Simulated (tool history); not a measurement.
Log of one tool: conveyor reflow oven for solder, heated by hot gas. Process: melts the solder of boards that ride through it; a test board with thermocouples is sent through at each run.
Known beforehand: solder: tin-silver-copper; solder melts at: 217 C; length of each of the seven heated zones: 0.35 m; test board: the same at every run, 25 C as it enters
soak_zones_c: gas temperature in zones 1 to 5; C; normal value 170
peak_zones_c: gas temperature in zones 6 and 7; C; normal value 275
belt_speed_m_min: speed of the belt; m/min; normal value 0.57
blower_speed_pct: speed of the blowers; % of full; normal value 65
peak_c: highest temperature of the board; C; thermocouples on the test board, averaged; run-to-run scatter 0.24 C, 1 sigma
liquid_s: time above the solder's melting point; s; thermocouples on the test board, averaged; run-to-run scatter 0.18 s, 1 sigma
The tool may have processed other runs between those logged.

run,hour,soak_zones_c,peak_zones_c,belt_speed_m_min,blower_speed_pct,peak_c,liquid_s
1,0,170,275,0.57,65,258.8,58.9
2,69,170,265,0.57,65,250,53
3,113.5,170,265,0.57,65,249.9,52.8
4,191.5,170,265,0.57,55,246.8,49.8
5,280.3,170,275,0.57,65,258,58.5
6,364.4,170,275,0.57,53,254.6,55.7
7,410.5,170,275,0.57,53,254.3,55.5
# hour 474.6: flux residue cleaned out of gas plates and filters
8,489.7,170,275,0.57,53,258,58.4
9,542.4,170,275,0.57,53,257.4,58.3
10,591.4,170,275,0.57,53,258.3,58.6
11,639.9,170,275,0.57,53,258,58.2
12,721.6,170,275,0.57,65,261.3,60.9
13,811.4,170,277,0.57,65,262.9,61.6
14,852.5,170,275,0.57,65,260.8,60.4
15,921.2,170,275,0.57,65,260.7,60.8
16,974.8,170,275,0.57,87,264.7,63.4
17,1016.5,170,275,0.57,87,264.8,63.5
18,1089.8,179,275,0.57,50,257.9,61.3
19,1148.9,170,267,0.524,65,255.4,63.6
# hour 1175.5: thermocouples of zones 6 and 7 changed
20,1196.3,170,267,0.524,65,254.3,62.6
21,1267.6,170,267,0.524,65,254.1,62.2
22,1353.4,170,287,0.57,65,269.1,65
23,1412.8,170,287,0.57,65,269.2,65.1
24,1462.8,170,287,0.57,65,268.6,65.1
25,1535.9,184,287,0.57,61,270.6,70.2
# hour 1582.2: flux residue cleaned out of gas plates and filters
26,1615.7,184,287,0.57,61,274,72.1
27,1690.8,181,281,0.529,75,272.4,76.5
28,1746.2,163,264,0.539,65,252.5,57.9
29,1815.7,170,281,0.524,88,273.7,74.5
30,1889.5,183,282,0.524,88,275.5,78.6

5 options for the next run, each taken on its own from the tool as it stands now. Forecast them:
A,1937.4,157,275,0.507,65,?,?
B,1937.4,170,266,0.57,83,?,?
C,1937.4,170,275,0.488,89,?,?
D,1937.4,183,282,0.567,56,?,?
E,1937.4,177,287,0.57,81,?,?

run,peak_c,liquid_s
A,262.7,67.2
B,256.9,59.8
C,268.9,78.5
D,267.2,69.3
E,276.1,71.1
Stripped of hidden state, with their random variation kept, the same runs would have yielded:
run,peak_c,liquid_s
A,262.2,64.9
B,256.5,58
C,268.4,76
D,266.5,66.8
E,275.8,68.8
